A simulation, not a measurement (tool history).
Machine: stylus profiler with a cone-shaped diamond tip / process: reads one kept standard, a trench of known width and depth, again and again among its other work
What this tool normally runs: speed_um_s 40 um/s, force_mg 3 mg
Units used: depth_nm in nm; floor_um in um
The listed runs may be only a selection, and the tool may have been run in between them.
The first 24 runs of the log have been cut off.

run	hour	speed_um_s	force_mg	scans with this tip	hours of work since the height scale was calibrated	depth_nm	floor_um
25	2138.7	50	6.28	10179	915	1022.91	39.99
26	2243	146	1.03	10709	962	1005.53	38.94
27	2333.7	111	1.03	11169	1004	1005.79	39
28	2395.2	11	3	11482	1032	1012.77	39.65
# hour 2433.6: new tip fitted, height scale calibrated
29	2481.1	11	3	241	22	1014.64	43.8
30	2560.3	66	1.42	643	58	1008.37	43.3
31	2656.9	66	1.42	1134	102	1008.4	43.06
32	2723.8	13	2.12	1474	132	1011.44	43.22
33	2816.3	109	7.46	1944	175	1027.03	42.78
34	2875	13	3	2242	201	1014.7	42.89

Forecast run 35:
35	2970.2	13	3	2725	245	?	?

{"run 35": {"depth_nm": 1014.5, "floor_um": 42.7}}
The same run, on a tool lacking any hidden state, would have yielded depth_nm 1015.13 nm, floor_um 43.94 um.
